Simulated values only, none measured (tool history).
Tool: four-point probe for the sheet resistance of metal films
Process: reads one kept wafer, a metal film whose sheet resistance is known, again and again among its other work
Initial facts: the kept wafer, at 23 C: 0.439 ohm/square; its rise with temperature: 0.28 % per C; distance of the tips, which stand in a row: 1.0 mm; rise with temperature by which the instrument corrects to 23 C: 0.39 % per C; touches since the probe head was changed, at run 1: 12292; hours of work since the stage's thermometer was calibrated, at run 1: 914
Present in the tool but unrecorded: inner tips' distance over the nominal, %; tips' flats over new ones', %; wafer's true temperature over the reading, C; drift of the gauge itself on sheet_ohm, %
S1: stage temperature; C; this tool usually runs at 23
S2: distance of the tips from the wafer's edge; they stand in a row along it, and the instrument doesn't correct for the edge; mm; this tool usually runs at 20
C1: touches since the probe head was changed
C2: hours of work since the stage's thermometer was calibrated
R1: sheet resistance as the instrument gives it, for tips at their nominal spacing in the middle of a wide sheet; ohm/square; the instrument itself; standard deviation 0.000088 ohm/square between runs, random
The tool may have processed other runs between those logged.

Run 1, hour 0.0: usual settings; C1 12292; C2 914. Result: R1 0.439016 ohm/square.
Run 2, hour 7.9: usual settings but S1 24 C; C1 12552; C2 918. Result: R1 0.438660 ohm/square.
Run 3, hour 26.3: usual settings but S1 28 C; C1 13159; C2 926. Result: R1 0.436667 ohm/square.
Run 4, hour 43.2: usual settings; C1 13717; C2 933. Result: R1 0.438840 ohm/square.
Run 5, hour 59.4: usual settings; C1 14251; C2 940. Result: R1 0.438937 ohm/square.
Run 6, hour 71.1: usual settings but S2 73 mm; C1 14638; C2 945. Result: R1 0.438588 ohm/square.
Run 7, hour 80.7: usual settings but S1 34 C; C1 14956; C2 950. Result: R1 0.433763 ohm/square.
Run 8, hour 93.3: usual settings but S1 34 C; C1 15371; C2 955. Result: R1 0.433755 ohm/square.
At hour 95.2: stage's thermometer calibrated.
Run 9, hour 102.4: usual settings but S1 34 C; C1 15655; C2 3. Result: R1 0.434051 ohm/square.
Run 10, hour 116.7: usual settings but S1 34 C; C1 16125; C2 9. Result: R1 0.434165 ohm/square.
Run 11, hour 128.6: usual settings but S1 34 C, S2 5 mm; C1 16520; C2 15. Result: R1 0.442629 ohm/square.
Run 12, hour 139.3: usual settings but S1 34 C, S2 5 mm; C1 16871; C2 19. Result: R1 0.442530 ohm/square.
At hour 142.8: stage's thermometer calibrated, once more.
Run 13, hour 157.4: usual settings but S1 34 C, S2 5 mm; C1 17451; C2 6. Result: R1 0.441759 ohm/square.
Run 14, hour 167.0: usual settings but S1 34 C, S2 5 mm; C1 17768; C2 11. Result: R1 0.441936 ohm/square.
Run 15, hour 174.9: usual settings but S1 34 C, S2 5 mm; C1 18030; C2 14. Result: R1 0.441885 ohm/square.
Run 16, hour 191.9: usual settings but S1 26 C, S2 7 mm; C1 18591; C2 22. Result: R1 0.441222 ohm/square.
Run 17, hour 201.2: usual settings but S1 26 C, S2 7 mm; C1 18896; C2 26. Result: R1 0.441280 ohm/square.
Run 18, hour 219.6: usual settings but S2 21 mm; C1 19505; C2 34. Result: R1 0.438461 ohm/square.
Run 19, hour 238.1: usual settings but S2 21 mm; C1 20115; C2 42. Result: R1 0.438589 ohm/square.
Run 20, hour 253.7: usual settings but S2 4 mm; C1 20629; C2 49. Result: R1 0.452244 ohm/square.
Run 21, hour 261.8: usual settings but S1 25 C, S2 60 mm; C1 20898; C2 52. Result: R1 0.436861 ohm/square.
Run 22, hour 269.5: usual settings but S1 25 C, S2 3 mm; C1 21150; C2 56. Result: R1 0.461499 ohm/square.
Run 23, hour 278.1: usual settings but S1 25 C, S2 10 mm; C1 21435; C2 59. Result: R1 0.439203 ohm/square.
Run 24, hour 293.2: usual settings but S1 25 C, S2 10 mm; C1 21933; C2 66. Result: R1 0.439220 ohm/square.
Run 25, hour 312.1: usual settings but S1 34 C, S2 65 mm; C1 22558; C2 74. Result: R1 0.432735 ohm/square.
Run 26, hour 325.7: usual settings but S1 22 C, S2 5 mm; C1 23006; C2 80. Result: R1 0.447533 ohm/square.
Run 27, hour 336.3: usual settings but S1 34 C, S2 32 mm; C1 23356; C2 85. Result: R1 0.432871 ohm/square.

Each run again, without the hidden state but with its own random variation kept:
run        R1
  1  0.439552
  2  0.439202
  3  0.437225
  4  0.439406
  5  0.439515
  6  0.439173
  7  0.434363
  8  0.434363
  9  0.434370
 10  0.434493
 11  0.442970
 12  0.442880
 13  0.442806
 14  0.442991
 15  0.442946
 16  0.442292
 17  0.442357
 18  0.439544
 19  0.439687
 20  0.453384
 21  0.437971
 22  0.462672
 23  0.440330
 24  0.440357
 25  0.433872
 26  0.448714
 27  0.434028
